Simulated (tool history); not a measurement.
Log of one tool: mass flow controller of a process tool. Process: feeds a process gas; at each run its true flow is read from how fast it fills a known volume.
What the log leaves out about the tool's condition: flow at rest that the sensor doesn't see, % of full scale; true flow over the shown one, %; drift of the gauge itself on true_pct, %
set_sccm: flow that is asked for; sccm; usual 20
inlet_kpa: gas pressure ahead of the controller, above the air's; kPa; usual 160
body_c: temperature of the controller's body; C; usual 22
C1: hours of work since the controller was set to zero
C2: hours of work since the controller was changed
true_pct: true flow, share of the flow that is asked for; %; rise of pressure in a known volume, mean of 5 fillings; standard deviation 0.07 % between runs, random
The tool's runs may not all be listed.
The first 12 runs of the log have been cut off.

Run 13, hour 1133.8: usual settings; C1 3403; C2 3403. Result: true_pct 100.45 %.
Run 14, hour 1220.7: usual settings; C1 3459; C2 3459. Result: true_pct 100.48 %.
Run 15, hour 1372: usual settings; C1 3556; C2 3556. Result: true_pct 100.66 %.
Run 16, hour 1462.9: usual settings; C1 3614; C2 3614. Result: true_pct 100.62 %.
Run 17, hour 1572: usual settings but inlet_kpa 256 kPa; C1 3684; C2 3684. Result: true_pct 100.95 %.
Run 18, hour 1720.7: usual settings but inlet_kpa 256 kPa; C1 3780; C2 3780. Result: true_pct 101.07 %.
Run 19, hour 1858.7: usual settings but set_sccm 23 sccm, inlet_kpa 256 kPa; C1 3868; C2 3868. Result: true_pct 101.22 %.
Run 20, hour 1992.2: usual settings but inlet_kpa 269 kPa; C1 3954; C2 3954. Result: true_pct 101.31 %.
Run 21, hour 2101: usual settings but inlet_kpa 269 kPa; C1 4024; C2 4024. Result: true_pct 101.38 %.
Run 22, hour 2231.2: usual settings but set_sccm 24 sccm; C1 4108; C2 4108. Result: true_pct 100.84 %.
Run 23, hour 2314.9: usual settings but set_sccm 6 sccm; C1 4161; C2 4161. Result: true_pct 102.69 %.
Run 24, hour 2427.8: usual settings; C1 4234; C2 4234. Result: true_pct 100.93 %.
Run 25, hour 2542.6: usual settings but inlet_kpa 216 kPa; C1 4307; C2 4307. Result: true_pct 101.25 %.
Run 26, hour 2619.4: usual settings but inlet_kpa 216 kPa; C1 4357; C2 4357. Result: true_pct 101.28 %.

Estimate the outcome of run 27 from the log above:
Run 27, hour 2696.9: usual settings but body_c 28 C; C1 4407; C2 4407. Result: true_pct ?.

true_pct: 100.71 %
With the hidden condition absent and the run-to-run variation left alone, this run would have shown true_pct 97.82 %.
